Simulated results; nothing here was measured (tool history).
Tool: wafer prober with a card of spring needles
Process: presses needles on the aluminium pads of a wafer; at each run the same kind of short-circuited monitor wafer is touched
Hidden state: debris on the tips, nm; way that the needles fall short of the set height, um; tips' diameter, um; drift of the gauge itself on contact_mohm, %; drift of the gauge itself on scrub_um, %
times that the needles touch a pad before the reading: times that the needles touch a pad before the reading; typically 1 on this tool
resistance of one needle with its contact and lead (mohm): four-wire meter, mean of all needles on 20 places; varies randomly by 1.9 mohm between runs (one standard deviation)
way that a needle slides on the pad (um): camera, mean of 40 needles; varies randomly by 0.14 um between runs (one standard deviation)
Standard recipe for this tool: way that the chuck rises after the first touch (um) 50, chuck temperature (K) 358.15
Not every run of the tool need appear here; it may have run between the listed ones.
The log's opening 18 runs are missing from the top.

run	day	way that the chuck rises after the first touch (um)	chuck temperature (K)	times that the needles touch a pad before the reading	touches since the tips were cleaned	cleanings since the card got new needles	touches since the first contact's height was set	resistance of one needle with its contact and lead (mohm)	way that a needle slides on the pad (um)
# day 5.117: tips cleaned on abrasive film
# day 5.317: tips cleaned on abrasive film
19	5.421	50	338.15	1	918	42	71439	241	11.95
# day 5.504: tips cleaned on abrasive film
20	5.662	69	358.15	2	1416	43	73534	217	17.01
# day 5.717: tips cleaned on abrasive film
# day 5.904: tips cleaned on abrasive film
21	6.004	60	358.15	2	888	45	76480	217	14.65
# day 6.104: tips cleaned on abrasive film
22	6.204	60	358.15	2	871	46	78213	221	14.37
# day 6.312: tips cleaned on abrasive film
# day 6.496: tips cleaned on abrasive film
23	6.496	50	311.15	3	0	48	80739	193	12.08
# day 6.688: tips cleaned on abrasive film
# day 6.883: tips cleaned on abrasive film
24	6.912	50	311.15	3	271	50	84358	199	11.7
# day 7.083: tips cleaned on abrasive film
25	7.167	47	311.15	3	745	51	86561	209	11.03
# day 7.271: tips cleaned on abrasive film
# day 7.458: tips cleaned on abrasive film
26	7.517	50	358.15	2	513	53	89604	220	11.81

Run 27 has not been measured yet. What should we expect?
# day 7.654: tips cleaned on abrasive film
# day 7.838: tips cleaned on abrasive film
27	7.929	31	307.15	1	803	55	93157	?	?

resistance of one needle with its contact and lead (mohm): 298
way that a needle slides on the pad (um): 6.54
If the tool had no hidden condition, the same run with the same run-to-run variation would have returned resistance of one needle with its contact and lead (mohm) 197, way that a needle slides on the pad (um) 7.67.
